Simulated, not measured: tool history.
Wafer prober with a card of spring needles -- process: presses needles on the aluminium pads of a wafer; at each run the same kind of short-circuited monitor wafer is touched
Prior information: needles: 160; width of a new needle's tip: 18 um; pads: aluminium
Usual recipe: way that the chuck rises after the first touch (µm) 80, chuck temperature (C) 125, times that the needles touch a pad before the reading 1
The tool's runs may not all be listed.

run,hour,way that the chuck rises after the first touch (µm),chuck temperature (C),times that the needles touch a pad before the reading,resistance of one needle with its contact and lead (mohm),way that a needle slides on the pad (µm)
1,0,80,125,1,346,19.04
2,20.2,80,125,1,390,19.01
# hour 30: tips cleaned on abrasive film
3,42.1,80,28,1,359,19
4,63.1,80,28,2,327,18.97
# hour 64.7: tips cleaned on abrasive film
5,75.8,80,26,1,359,19.01
6,87,80,56,1,373,18.99
# hour 100.4: tips cleaned on abrasive film
7,103.3,62,56,1,346,14.67
8,121.9,90,56,1,355,21.42
9,133.1,90,56,1,350,21.43
# hour 135.3: tips cleaned on abrasive film
10,154.4,90,56,1,360,21.26
11,168.4,90,46,1,362,21.31
# hour 170.5: tips cleaned on abrasive film
12,180.1,90,46,1,337,21.3
13,203.5,80,125,1,389,18.96

What does the tool deliver on the next run?
# hour 205.2: tips cleaned on abrasive film
# hour 205.5: height of the first contact set anew
14,224.1,62,125,1,?,?

resistance of one needle with its contact and lead (mohm): 443
way that a needle slides on the pad (µm): 14.44
If the tool had no hidden condition, the same run with the same run-to-run variation would have returned resistance of one needle with its contact and lead (mohm) 298, way that a needle slides on the pad (µm) 14.76.
